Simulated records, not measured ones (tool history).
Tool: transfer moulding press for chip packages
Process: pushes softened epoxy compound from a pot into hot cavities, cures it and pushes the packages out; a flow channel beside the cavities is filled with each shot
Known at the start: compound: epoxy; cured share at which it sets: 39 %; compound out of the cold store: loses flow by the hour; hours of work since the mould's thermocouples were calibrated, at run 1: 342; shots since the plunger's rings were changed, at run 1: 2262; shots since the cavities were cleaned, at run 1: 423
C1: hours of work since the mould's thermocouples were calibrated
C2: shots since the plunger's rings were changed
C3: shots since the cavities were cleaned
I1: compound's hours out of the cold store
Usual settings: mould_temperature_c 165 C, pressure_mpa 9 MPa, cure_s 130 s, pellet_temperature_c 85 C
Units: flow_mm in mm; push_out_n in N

Run 1, hour 0: usual settings; C1 342; C2 2262; C3 423; I1 30.7. Result: flow_mm 976 mm, push_out_n 236 N.
Run 2, hour 19.9: usual settings; C1 352; C2 2398; C3 559; I1 46.9. Result: flow_mm 935 mm, push_out_n 239 N.
Run 3, hour 29.4: usual settings; C1 357; C2 2462; C3 623; I1 8. Result: flow_mm 1031 mm, push_out_n 244 N.
Run 4, hour 46.6: usual settings; C1 365; C2 2579; C3 740; I1 35.6. Result: flow_mm 958 mm, push_out_n 243 N.
At hour 51.7: cavities cleaned with cleaning compound and waxed.
Run 5, hour 65: usual settings but mould_temperature_c 164 C; C1 374; C2 2694; C3 90; I1 25.2. Result: flow_mm 992 mm, push_out_n 245 N.
Run 6, hour 74.8: usual settings but pressure_mpa 10.86 MPa; C1 379; C2 2761; C3 157; I1 15.1. Result: flow_mm 1109 mm, push_out_n 251 N.
Run 7, hour 84.8: usual settings but pressure_mpa 10.86 MPa; C1 384; C2 2829; C3 225; I1 21.1. Result: flow_mm 1097 mm, push_out_n 241 N.
Run 8, hour 102.6: usual settings but pellet_temperature_c 84 C; C1 392; C2 2950; C3 346; I1 11. Result: flow_mm 1022 mm, push_out_n 248 N.
Run 9, hour 120.6: usual settings but pellet_temperature_c 84 C; C1 401; C2 3072; C3 468; I1 26. Result: flow_mm 981 mm, push_out_n 234 N.
Run 10, hour 136.4: usual settings but pellet_temperature_c 84 C; C1 409; C2 3180; C3 576; I1 38. Result: flow_mm 959 mm, push_out_n 237 N.
Run 11, hour 149.6: usual settings but pressure_mpa 6.84 MPa; C1 416; C2 3270; C3 666; I1 43.8. Result: flow_mm 822 mm, push_out_n 231 N.
At hour 166: cavities cleaned with cleaning compound and waxed.
Run 12, hour 166.9: usual settings but pressure_mpa 6.84 MPa; C1 424; C2 3377; C3 6; I1 14.7. Result: flow_mm 882 mm, push_out_n 236 N.
Run 13, hour 182.4: usual settings but pressure_mpa 6.84 MPa; C1 431; C2 3483; C3 112; I1 37.3. Result: flow_mm 835 mm, push_out_n 236 N.
Run 14, hour 193: usual settings but pressure_mpa 9.38 MPa; C1 437; C2 3555; C3 184; I1 40.1. Result: flow_mm 973 mm, push_out_n 224 N.
Run 15, hour 209: usual settings but pressure_mpa 9.08 MPa; C1 445; C2 3664; C3 293; I1 40.5. Result: flow_mm 951 mm, push_out_n 244 N.
Run 16, hour 221.2: usual settings but mould_temperature_c 162 C, pressure_mpa 10.82 MPa, cure_s 139 s, pellet_temperature_c 77 C; C1 451; C2 3747; C3 376; I1 33.8. Result: flow_mm 1084 mm, push_out_n 245 N.
Run 17, hour 232.8: usual settings but mould_temperature_c 162 C, cure_s 150 s; C1 456; C2 3826; C3 455; I1 41.8. Result: flow_mm 965 mm, push_out_n 237 N.

Run 18 comes next. What will it give?
Run 18, hour 243.2: usual settings but mould_temperature_c 162 C, cure_s 123 s, pellet_temperature_c 82 C; C1 462; C2 3897; C3 526; I1 13.2. Result: flow_mm ?, push_out_n ?.

{"run 18": {"flow_mm": 1036, "push_out_n": 272}}
Without the tool's hidden state the same run would have given flow_mm 1036 mm, push_out_n 268 N.

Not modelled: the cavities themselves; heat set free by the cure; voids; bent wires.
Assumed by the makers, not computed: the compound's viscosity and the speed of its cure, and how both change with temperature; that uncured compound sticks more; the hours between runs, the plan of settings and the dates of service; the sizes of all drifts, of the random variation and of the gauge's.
